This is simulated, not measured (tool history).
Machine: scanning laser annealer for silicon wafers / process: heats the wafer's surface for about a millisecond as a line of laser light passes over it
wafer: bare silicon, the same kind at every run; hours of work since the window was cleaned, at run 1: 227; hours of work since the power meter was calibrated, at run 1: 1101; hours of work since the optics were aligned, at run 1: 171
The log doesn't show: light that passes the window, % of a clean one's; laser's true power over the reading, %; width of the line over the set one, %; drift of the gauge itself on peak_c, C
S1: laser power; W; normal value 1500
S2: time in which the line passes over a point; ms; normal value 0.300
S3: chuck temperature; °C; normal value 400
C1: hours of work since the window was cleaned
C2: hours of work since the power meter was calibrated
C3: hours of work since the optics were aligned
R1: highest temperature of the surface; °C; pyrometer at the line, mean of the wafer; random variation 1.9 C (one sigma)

run,hour,S1,S2,S3,C1,C2,C3,R1
1,0.0,1500,0.300,400,227,1101,171,1112
2,28.7,1500,0.300,400,249,1123,193,1112
3,69.5,1500,0.300,400,280,1154,224,1107
4,104.8,1500,0.300,400,307,1181,251,1109
5,134.4,1500,0.300,400,330,1203,273,1108
6,159.8,1500,0.300,400,349,1223,293,1106
7,183.5,1500,0.371,400,367,1241,311,1194
8,208.5,1500,0.279,400,386,1260,330,1076
9,232.4,1500,0.279,400,404,1278,348,1074
10,258.0,1500,0.300,400,424,1297,367,1100
11,276.9,1500,0.300,400,438,1312,382,1104
12,302.0,1490,0.233,431,457,1331,401,1035
13,332.6,1454,0.233,412,480,1354,424,997
14,362.7,1454,0.233,412,503,1377,447,999
# hour 370.2: optics aligned, line set to its width
15,401.3,1454,0.233,412,529,1402,24,995
16,428.0,1454,0.233,412,549,1423,44,996
17,467.3,1309,0.261,400,579,1453,74,950
18,502.7,1392,0.278,400,606,1480,101,1010
19,525.1,1629,0.258,400,623,1497,118,1099
# hour 533.6: window over the wafer cleaned
# hour 552.7: optics aligned, line set to its width, once more
20,572.1,1538,0.258,372,26,1527,15,1056
21,595.9,1436,0.258,438,44,1545,33,1070

Consider 4 possible next runs. They are alternatives, not a sequence: every one starts from the tool as it was left by run 21. What does each give?
A,633.4,1436,0.372,438,72,1574,61,?
B,633.4,1359,0.340,438,72,1574,61,?
C,633.4,1622,0.258,438,72,1574,61,?
D,633.4,1583,0.300,400,72,1574,61,?

run,R1
A,1206
B,1123
C,1164
D,1166
The same runs, with their run-to-run variation unchanged, on a tool lacking any hidden condition would have given:
run,R1
A,1209
B,1126
C,1167
D,1169

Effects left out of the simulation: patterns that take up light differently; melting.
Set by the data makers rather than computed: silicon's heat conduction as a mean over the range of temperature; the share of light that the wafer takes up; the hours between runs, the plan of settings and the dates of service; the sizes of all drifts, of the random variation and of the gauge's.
